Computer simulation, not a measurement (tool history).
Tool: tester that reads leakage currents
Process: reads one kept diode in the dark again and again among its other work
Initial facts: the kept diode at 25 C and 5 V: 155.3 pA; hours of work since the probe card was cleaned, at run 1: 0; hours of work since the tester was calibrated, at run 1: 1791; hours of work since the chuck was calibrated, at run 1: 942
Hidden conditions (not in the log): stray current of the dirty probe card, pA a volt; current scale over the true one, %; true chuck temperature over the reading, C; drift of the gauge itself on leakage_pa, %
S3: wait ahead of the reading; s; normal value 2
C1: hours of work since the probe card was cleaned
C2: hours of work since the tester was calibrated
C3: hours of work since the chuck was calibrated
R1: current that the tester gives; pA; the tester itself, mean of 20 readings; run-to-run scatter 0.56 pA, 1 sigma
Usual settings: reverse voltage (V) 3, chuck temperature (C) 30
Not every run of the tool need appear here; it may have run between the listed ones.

run 1 hour=0 | reverse_voltage_(V)=3 chuck_temperature_(C)=30 S3=2 | C1=0 C2=1791 C3=942 | R1=185.83
run 2 hour=76.7 | reverse_voltage_(V)=3 chuck_temperature_(C)=30 S3=2 | C1=49 C2=1840 C3=991 | R1=184.23
run 3 hour=169.6 | reverse_voltage_(V)=3 chuck_temperature_(C)=30 S3=2 | C1=108 C2=1899 C3=1050 | R1=185.01
run 4 hour=222.2 | reverse_voltage_(V)=3 chuck_temperature_(C)=30 S3=0.32 | C1=142 C2=1933 C3=1083 | R1=187.82
run 5 hour=275.8 | reverse_voltage_(V)=3 chuck_temperature_(C)=30 S3=0.32 | C1=176 C2=1967 C3=1118 | R1=186.61
run 6 hour=374.8 | reverse_voltage_(V)=3 chuck_temperature_(C)=30 S3=0.32 | C1=239 C2=2030 C3=1181 | R1=187.72
run 7 hour=436.5 | reverse_voltage_(V)=3 chuck_temperature_(C)=30 S3=2 | C1=279 C2=2070 C3=1220 | R1=186.41
run 8 hour=499.2 | reverse_voltage_(V)=1.5 chuck_temperature_(C)=30 S3=2 | C1=319 C2=2110 C3=1260 | R1=124.69
run 9 hour=578.1 | reverse_voltage_(V)=3 chuck_temperature_(C)=35 S3=1.69 | C1=369 C2=2160 C3=1311 | R1=291.51
run 10 hour=623.1 | reverse_voltage_(V)=3 chuck_temperature_(C)=35 S3=0.94 | C1=398 C2=2189 C3=1339 | R1=291.38

For run 11, what comes out?
run 11 hour=670.5 | reverse_voltage_(V)=19.12 chuck_temperature_(C)=35 S3=2 | C1=428 C2=2219 C3=1370 | R1=?

R1: 835.39 pA
Take away the tool's hidden state, keep the run-to-run variation as it was, and the same run would have given R1 835.67 pA.
